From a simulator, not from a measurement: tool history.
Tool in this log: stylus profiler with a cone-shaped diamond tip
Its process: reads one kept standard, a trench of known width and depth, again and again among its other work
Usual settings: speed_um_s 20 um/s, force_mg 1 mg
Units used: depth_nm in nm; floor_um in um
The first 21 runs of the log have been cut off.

{"run": 22, "hour": 628.9, "speed_um_s": 20, "force_mg": 0.63, "depth_nm": 100.56, "floor_um": 98.08}
{"run": 23, "hour": 646.6, "speed_um_s": 7, "force_mg": 0.66, "depth_nm": 100.6, "floor_um": 98.2}
{"run": 24, "hour": 671.1, "speed_um_s": 7, "force_mg": 0.66, "depth_nm": 100.61, "floor_um": 98.16}
{"run": 25, "hour": 706.2, "speed_um_s": 42, "force_mg": 0.65, "depth_nm": 100.62, "floor_um": 97.8}
{"run": 26, "hour": 743.8, "speed_um_s": 34, "force_mg": 0.7, "depth_nm": 100.64, "floor_um": 97.91}
{"run": 27, "hour": 774.4, "speed_um_s": 34, "force_mg": 0.7, "depth_nm": 100.64, "floor_um": 97.91}
{"run": 28, "hour": 806.2, "speed_um_s": 73, "force_mg": 1.02, "depth_nm": 100.82, "floor_um": 97.64}
{"run": 29, "hour": 843.6, "speed_um_s": 73, "force_mg": 1.55, "depth_nm": 101.02, "floor_um": 97.68}
{"run": 30, "hour": 867.1, "speed_um_s": 7, "force_mg": 2.22, "depth_nm": 101.37, "floor_um": 98.23}
{"run": 31, "hour": 886.6, "speed_um_s": 16, "force_mg": 0.88, "depth_nm": 100.68, "floor_um": 98.12}
{"run": 32, "hour": 920.9, "speed_um_s": 16, "force_mg": 0.88, "depth_nm": 100.71, "floor_um": 98.08}
{"run": 33, "hour": 956.0, "speed_um_s": 44, "force_mg": 0.88, "depth_nm": 100.67, "floor_um": 97.84}
{"run": 34, "hour": 976.4, "speed_um_s": 44, "force_mg": 0.88, "depth_nm": 100.72, "floor_um": 97.84}
{"run": 35, "hour": 1002.1, "speed_um_s": 44, "force_mg": 0.88, "depth_nm": 100.72, "floor_um": 97.82}
{"run": 36, "hour": 1021.5, "speed_um_s": 44, "force_mg": 0.88, "depth_nm": 100.7, "floor_um": 97.84}
{"run": 37, "hour": 1058.6, "speed_um_s": 44, "force_mg": 0.88, "depth_nm": 100.74, "floor_um": 97.8}
{"run": 38, "hour": 1088.0, "speed_um_s": 34, "force_mg": 2.95, "depth_nm": 101.63, "floor_um": 98.01}
{"run": 39, "hour": 1111.5, "speed_um_s": 56, "force_mg": 1.01, "depth_nm": 100.75, "floor_um": 97.69}
{"run": 40, "hour": 1149.6, "speed_um_s": 30, "force_mg": 0.73, "depth_nm": 100.56, "floor_um": 97.89}
{"run": 41, "hour": 1189.2, "speed_um_s": 48, "force_mg": 0.37, "depth_nm": 100.37, "floor_um": 97.46}
{"run": 42, "hour": 1228.5, "speed_um_s": 48, "force_mg": 0.37, "depth_nm": 100.34, "floor_um": 97.49}
{"run": 43, "hour": 1244.9, "speed_um_s": 18, "force_mg": 2.02, "depth_nm": 101.24, "floor_um": 98.12}

What if the next run were any one of these 5? Each begins from the tool's condition after run 43:
{"run": "A", "hour": 1274.1, "speed_um_s": 11, "force_mg": 0.47, "depth_nm": "?", "floor_um": "?"}
{"run": "B", "hour": 1274.1, "speed_um_s": 29, "force_mg": 0.5, "depth_nm": "?", "floor_um": "?"}
{"run": "C", "hour": 1274.1, "speed_um_s": 9, "force_mg": 1.58, "depth_nm": "?", "floor_um": "?"}
{"run": "D", "hour": 1274.1, "speed_um_s": 59, "force_mg": 0.54, "depth_nm": "?", "floor_um": "?"}
{"run": "E", "hour": 1274.1, "speed_um_s": 47, "force_mg": 0.86, "depth_nm": "?", "floor_um": "?"}

run=A depth_nm=100.39 floor_um=98.07
run=B depth_nm=100.44 floor_um=97.77
run=C depth_nm=101.04 floor_um=98.11
run=D depth_nm=100.48 floor_um=97.46
run=E depth_nm=100.66 floor_um=97.79
Without the tool's unlogged condition, the same runs would have read:
run=A depth_nm=100.45 floor_um=98.48
run=B depth_nm=100.51 floor_um=98.19
run=C depth_nm=101.11 floor_um=98.53
run=D depth_nm=100.54 floor_um=97.88
run=E depth_nm=100.72 floor_um=98.21

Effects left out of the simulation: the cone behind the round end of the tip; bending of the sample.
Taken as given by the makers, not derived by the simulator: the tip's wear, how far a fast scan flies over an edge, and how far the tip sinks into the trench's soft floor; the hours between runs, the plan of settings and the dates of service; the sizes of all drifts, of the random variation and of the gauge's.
